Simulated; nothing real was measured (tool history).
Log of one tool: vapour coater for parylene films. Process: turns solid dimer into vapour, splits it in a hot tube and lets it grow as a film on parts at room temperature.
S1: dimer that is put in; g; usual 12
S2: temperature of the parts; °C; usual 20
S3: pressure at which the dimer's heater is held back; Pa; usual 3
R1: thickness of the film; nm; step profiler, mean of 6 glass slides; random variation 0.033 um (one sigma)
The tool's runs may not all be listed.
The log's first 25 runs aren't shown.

-- hour=1226.3 trap's valve overhauled
run 26 hour=1285.5 | S1=13 S2=14 S3=3.39 | R1=5220
run 27 hour=1352.3 | S1=5 S2=14 S3=3.39 | R1=1990
run 28 hour=1388.8 | S1=21 S2=19 S3=3.61 | R1=7150
run 29 hour=1431.8 | S1=7 S2=26 S3=5.01 | R1=1920
run 30 hour=1458.6 | S1=7 S2=26 S3=5.01 | R1=1920
run 31 hour=1494.8 | S1=19 S2=20 S3=3.75 | R1=6040
run 32 hour=1543.7 | S1=17 S2=28 S3=5.94 | R1=4220
run 33 hour=1590.3 | S1=12 S2=12 S3=3 | R1=4660
-- hour=1619.6 trap's valve overhauled
run 34 hour=1638.9 | S1=11 S2=16 S3=4.07 | R1=4230
run 35 hour=1686.9 | S1=11 S2=13 S3=11.67 | R1=4130
run 36 hour=1752.9 | S1=22 S2=17 S3=7.77 | R1=7570
run 37 hour=1811 | S1=7 S2=18 S3=2.37 | R1=2500
-- hour=1815.7 table's thermometer calibrated
run 38 hour=1871.9 | S1=7 S2=18 S3=2.37 | R1=2460
run 39 hour=1913.9 | S1=8 S2=22 S3=3.46 | R1=2420
run 40 hour=1960.8 | S1=16 S2=12 S3=3 | R1=6210
run 41 hour=1995.6 | S1=14 S2=13 S3=4.22 | R1=5060
-- hour=2012.1 trap's valve overhauled
run 42 hour=2061.9 | S1=14 S2=15 S3=3.91 | R1=5420
run 43 hour=2118.2 | S1=13 S2=22 S3=11.85 | R1=3800

Forecast each of these 5 alternatives for the next run:
run A hour=2168.3 | S1=11 S2=12 S3=11.85 | R1=?
run B hour=2168.3 | S1=12 S2=24 S3=3 | R1=?
run C hour=2168.3 | S1=8 S2=18 S3=7.44 | R1=?
run D hour=2168.3 | S1=10 S2=23 S3=10.05 | R1=?
run E hour=2168.3 | S1=6 S2=14 S3=3.22 | R1=?

run=A R1=4000
run=B R1=3630
run=C R1=2600
run=D R1=2860
run=E R1=2350
Without the tool's hidden state the same runs would have given:
run=A R1=4220
run=B R1=3830
run=C R1=2740
run=D R1=3020
run=E R1=2470
